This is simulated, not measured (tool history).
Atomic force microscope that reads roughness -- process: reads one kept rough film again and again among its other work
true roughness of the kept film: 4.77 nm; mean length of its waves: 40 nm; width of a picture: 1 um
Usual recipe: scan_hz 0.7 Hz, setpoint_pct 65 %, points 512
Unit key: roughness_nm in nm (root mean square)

run	hour	scan_hz	setpoint_pct	points	roughness_nm
1	0	0.7	65	512	4.148
2	21.3	0.957	65	512	4.114
# hour 36.9: new tip fitted
3	45.8	2.059	65	512	3.978
4	60.2	2.059	72	512	3.861
5	73	2.059	72	512	3.853
# hour 84.2: new tip fitted
6	100.1	2.059	72	512	3.813
7	118.6	0.7	66	512	4.123
# hour 131.1: new tip fitted
8	143.4	1.505	66	512	3.998
9	160.6	0.7	65	512	4.128
# hour 178.5: new tip fitted
10	186.8	0.7	65	512	4.145
11	213.3	0.7	65	512	4.152
# hour 226: new tip fitted
12	231.5	0.7	65	512	4.162
13	255	0.7	65	512	4.168
# hour 273.9: new tip fitted
14	273.9	0.7	65	512	4.145
15	286.1	0.7	65	512	4.158
16	301	0.7	65	512	4.181
17	313.7	0.7	65	512	4.119
# hour 322.8: new tip fitted
18	330.1	0.7	65	379	4.126
19	347	0.7	65	379	4.14
20	365.1	0.7	65	379	4.127
# hour 371.4: new tip fitted
21	386.7	0.7	65	394	4.164
22	405.7	0.7	76	512	4.075
# hour 418.1: new tip fitted
23	427.7	0.7	84	512	3.994
24	446.8	0.608	57	277	4.15
# hour 464.7: new tip fitted
25	473.5	0.608	57	264	4.166
26	492.3	0.608	57	264	4.182
# hour 513.1: new tip fitted
27	517.6	1.425	65	344	4.055
28	532.5	0.66	65	270	4.153
29	555.7	0.801	65	320	4.092
# hour 559.9: new tip fitted
30	573.2	3.616	65	291	3.743
31	599	0.7	65	311	4.137
# hour 607.1: new tip fitted
32	613.5	0.7	88	512	3.927
33	630.2	0.7	88	512	3.934
# hour 654.6: new tip fitted
34	654.9	0.7	88	512	3.936
35	668.7	1.825	58	512	4.089
36	686.3	3.214	83	512	3.275
# hour 701.3: new tip fitted
37	713	1.696	72	886	3.917
38	729	3.918	86	512	2.999
# hour 748.3: new tip fitted
39	752.3	1.467	89	554	3.641
40	772.2	1.071	61	512	4.112
# hour 794.8: new tip fitted
41	794.8	1.071	60	388	4.129
42	805.6	3.044	78	654	3.483
43	827.7	2.937	78	739	3.503
44	838.5	2.937	78	739	3.529
# hour 842.6: new tip fitted
45	855.6	0.7	65	894	4.145
46	874.4	0.7	65	894	4.143

Alternative continuations, all from the tool just after run 46; predict every row:
# hour 889.6: new tip fitted
A	901.1	0.7	67	512	?
# hour 889.6: new tip fitted
B	901.1	1.859	82	269	?
# hour 889.6: new tip fitted
C	901.1	0.7	65	474	?

run	roughness_nm
A	4.114
B	3.616
C	4.161
Without the tool's unlogged condition, the same runs would have read:
run	roughness_nm
A	4.121
B	3.622
C	4.168
